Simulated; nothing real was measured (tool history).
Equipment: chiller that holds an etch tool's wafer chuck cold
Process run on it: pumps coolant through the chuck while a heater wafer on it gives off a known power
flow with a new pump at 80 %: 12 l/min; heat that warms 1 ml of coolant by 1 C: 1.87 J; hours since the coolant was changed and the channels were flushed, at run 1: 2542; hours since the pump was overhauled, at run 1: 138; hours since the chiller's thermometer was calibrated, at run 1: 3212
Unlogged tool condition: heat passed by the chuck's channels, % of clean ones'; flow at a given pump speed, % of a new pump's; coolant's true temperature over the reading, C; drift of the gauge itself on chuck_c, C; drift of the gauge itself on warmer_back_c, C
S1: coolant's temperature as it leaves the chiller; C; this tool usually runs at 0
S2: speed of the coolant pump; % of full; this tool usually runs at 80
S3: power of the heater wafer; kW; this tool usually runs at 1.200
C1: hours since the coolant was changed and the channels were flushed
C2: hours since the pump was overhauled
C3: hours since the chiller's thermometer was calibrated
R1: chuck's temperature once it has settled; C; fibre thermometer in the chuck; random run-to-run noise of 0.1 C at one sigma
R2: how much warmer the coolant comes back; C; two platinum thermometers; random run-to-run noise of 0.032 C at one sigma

| run | hour | S1 | S2 | S3 | C1 | C2 | C3 | R1 | R2 |
|---|---|---|---|---|---|---|---|---|---|
| 1 | 0.0 | 0 | 80 | 1.200 | 2542 | 138 | 3212 | 8.6 | 3.16 |
| 2 | 30.0 | 0 | 80 | 1.200 | 2572 | 168 | 3242 | 8.5 | 3.25 |
| 3 | 89.5 | 0 | 96 | 1.200 | 2631 | 228 | 3301 | 7.2 | 2.64 |
| 4 | 139.9 | 0 | 96 | 1.200 | 2682 | 278 | 3352 | 7.6 | 2.68 |
| 5 | 188.0 | 0 | 96 | 1.200 | 2730 | 326 | 3400 | 7.5 | 2.70 |
| 6 | 226.1 | 0 | 96 | 1.200 | 2768 | 364 | 3438 | 7.4 | 2.69 |
| 7 | 280.4 | 0 | 80 | 1.200 | 2822 | 419 | 3492 | 8.8 | 3.33 |
| 8 | 321.0 | 0 | 80 | 1.200 | 2863 | 459 | 3533 | 8.7 | 3.26 |
| 9 | 377.6 | 0 | 80 | 1.200 | 2920 | 516 | 3589 | 8.7 | 3.26 |
| 10 | 415.6 | 0 | 80 | 1.200 | 2958 | 554 | 3627 | 8.6 | 3.30 |
| 11 | 481.2 | 0 | 80 | 0.720 | 3023 | 620 | 3693 | 5.2 | 1.99 |
| 12 | 529.6 | 0 | 80 | 0.720 | 3072 | 668 | 3741 | 5.4 | 2.06 |
| 13 | 571.1 | 0 | 93 | 0.720 | 3113 | 709 | 3783 | 5.1 | 1.69 |
| 14 | 604.3 | 0 | 80 | 0.980 | 3146 | 743 | 3816 | 7.2 | 2.71 |
| 15 | 634.5 | 9 | 80 | 1.200 | 3176 | 773 | 3846 | 17.9 | 3.36 |
|  | 638.7 | chiller's thermometer calibrated |
| 16 | 683.0 | 9 | 80 | 1.200 | 3224 | 820 | 44 | 18.1 | 3.35 |
| 17 | 727.5 | 2 | 80 | 1.200 | 3268 | 865 | 89 | 10.9 | 3.30 |
| 18 | 799.0 | 2 | 80 | 1.200 | 3340 | 936 | 160 | 11.0 | 3.34 |
| 19 | 867.0 | 5 | 69 | 1.448 | 3408 | 1004 | 228 | 17.0 | 4.74 |
| 20 | 926.0 | 5 | 69 | 1.448 | 3467 | 1063 | 287 | 17.1 | 4.76 |
|  | 951.4 | chiller's thermometer calibrated, once more |
| 21 | 997.8 | 5 | 69 | 1.448 | 3538 | 1134 | 46 | 17.0 | 4.78 |
| 22 | 1038.9 | 5 | 69 | 1.448 | 3579 | 1175 | 88 | 17.1 | 4.81 |
| 23 | 1090.9 | 5 | 69 | 1.448 | 3631 | 1227 | 139 | 17.0 | 4.77 |
| 24 | 1128.2 | 6 | 87 | 0.861 | 3668 | 1265 | 177 | 12.0 | 2.15 |
| 25 | 1187.7 | 6 | 87 | 0.861 | 3728 | 1324 | 236 | 12.1 | 2.20 |
| 26 | 1220.5 | 6 | 87 | 0.861 | 3760 | 1357 | 269 | 12.1 | 2.29 |
| 27 | 1285.0 | -6 | 76 | 0.861 | 3825 | 1421 | 334 | 0.9 | 2.62 |
| 28 | 1341.5 | -2 | 82 | 1.581 | 3881 | 1478 | 390 | 9.6 | 4.38 |
| 29 | 1403.5 | 5 | 74 | 1.541 | 3943 | 1540 | 452 | 17.3 | 4.82 |
| 30 | 1470.9 | 5 | 74 | 1.541 | 4011 | 1607 | 519 | 17.5 | 4.84 |
| 31 | 1510.1 | 5 | 68 | 0.784 | 4050 | 1646 | 559 | 11.7 | 2.72 |

For each entry between runs, how does the tool's hidden state at the last listed run before it compare with that at the first listed run after it?
Between runs 15 and 16: chiller's thermometer calibrated (hour 638.7)
  heat passed by the chuck's channels, % of clean ones': 89.2 -> 89; flow at a given pump speed, % of a new pump's: 96.8 -> 96.6; coolant's true temperature over the reading, C: 0.21 -> 0.3
  what was measured, less what the result would be without the hidden state, R1: +1.1 -> +1.2 C; R2: +0.11 -> +0.11 C
Between runs 20 and 21: chiller's thermometer calibrated, once more (hour 951.4)
  heat passed by the chuck's channels, % of clean ones': 88.2 -> 88; flow at a given pump speed, % of a new pump's: 95.7 -> 95.4; coolant's true temperature over the reading, C: 0.32 -> 0.05
  what was measured, less what the result would be without the hidden state, R1: +1.7 -> +1.5 C; R2: +0.20 -> +0.22 C
